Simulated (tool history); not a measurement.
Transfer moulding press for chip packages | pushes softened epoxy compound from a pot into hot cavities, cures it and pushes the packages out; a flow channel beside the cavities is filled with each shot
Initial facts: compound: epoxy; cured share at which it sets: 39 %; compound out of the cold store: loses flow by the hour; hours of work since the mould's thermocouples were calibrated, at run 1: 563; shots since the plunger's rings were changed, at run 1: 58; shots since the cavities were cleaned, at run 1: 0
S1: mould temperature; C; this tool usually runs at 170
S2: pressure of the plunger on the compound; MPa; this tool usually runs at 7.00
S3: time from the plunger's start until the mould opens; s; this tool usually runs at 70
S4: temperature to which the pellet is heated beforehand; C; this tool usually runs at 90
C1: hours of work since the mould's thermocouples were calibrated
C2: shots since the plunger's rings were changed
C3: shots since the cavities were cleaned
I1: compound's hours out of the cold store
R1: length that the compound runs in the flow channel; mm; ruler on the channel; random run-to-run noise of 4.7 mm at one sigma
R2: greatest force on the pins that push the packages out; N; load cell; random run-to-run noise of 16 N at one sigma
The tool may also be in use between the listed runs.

run,hour,S1,S2,S3,S4,C1,C2,C3,I1,R1,R2
1,0.0,170,7.00,70,90,563,58,0,12.6,762,834
2,39.5,170,7.00,70,90,593,774,716,17.0,735,1026
# hour 62.4: cavities cleaned with cleaning compound and waxed
3,95.6,170,7.00,70,90,634,1766,602,28.9,690,1161
4,121.9,170,7.00,70,90,654,2242,1078,20.0,719,1147
# hour 128.2: cavities cleaned with cleaning compound and waxed
5,159.2,170,7.00,70,90,682,2893,563,13.4,718,1024
# hour 172.1: cavities cleaned with cleaning compound and waxed, once more
6,217.7,170,7.00,70,90,725,3927,826,33.7,664,1010
# hour 237.0: cavities cleaned with cleaning compound and waxed
7,273.2,170,7.00,70,90,766,4908,658,39.1,642,903
# hour 299.4: cavities cleaned with cleaning compound and waxed
# hour 319.2: plunger's sealing rings changed
8,330.5,170,7.00,70,90,806,205,518,33.4,697,893
# hour 363.7: cavities cleaned with cleaning compound and waxed
9,372.1,170,7.00,70,90,837,933,152,15.0,743,850
10,403.1,170,7.00,76,90,860,1496,715,12.4,740,838
# hour 428.0: cavities cleaned with cleaning compound and waxed
# hour 440.2: mould's thermocouples calibrated
11,459.5,170,7.00,76,90,15,2456,536,21.3,700,826
# hour 492.3: cavities cleaned with cleaning compound and waxed
12,498.6,170,7.00,70,85,43,3139,116,40.0,649,786
13,536.7,170,7.00,70,95,72,3831,808,15.5,712,1064
# hour 554.1: cavities cleaned with cleaning compound and waxed
14,568.9,170,7.00,70,95,95,4387,269,40.7,627,808
# hour 617.7: cavities cleaned with cleaning compound and waxed
15,622.6,165,6.23,89,96,135,5336,89,19.6,653,688
# hour 643.8: plunger's sealing rings changed
16,674.5,165,8.13,89,97,173,557,984,34.0,762,837
# hour 684.8: cavities cleaned with cleaning compound and waxed
17,721.5,177,5.58,56,96,207,1384,666,29.8,607,992

What will run 18 give?
# hour 747.7: cavities cleaned with cleaning compound and waxed
18,758.6,177,5.58,56,96,234,2030,199,43.8,?,?

R1: 570 mm
R2: 859 N
Without the tool's hidden state the same run would have given R1 590 mm, R2 765 N.

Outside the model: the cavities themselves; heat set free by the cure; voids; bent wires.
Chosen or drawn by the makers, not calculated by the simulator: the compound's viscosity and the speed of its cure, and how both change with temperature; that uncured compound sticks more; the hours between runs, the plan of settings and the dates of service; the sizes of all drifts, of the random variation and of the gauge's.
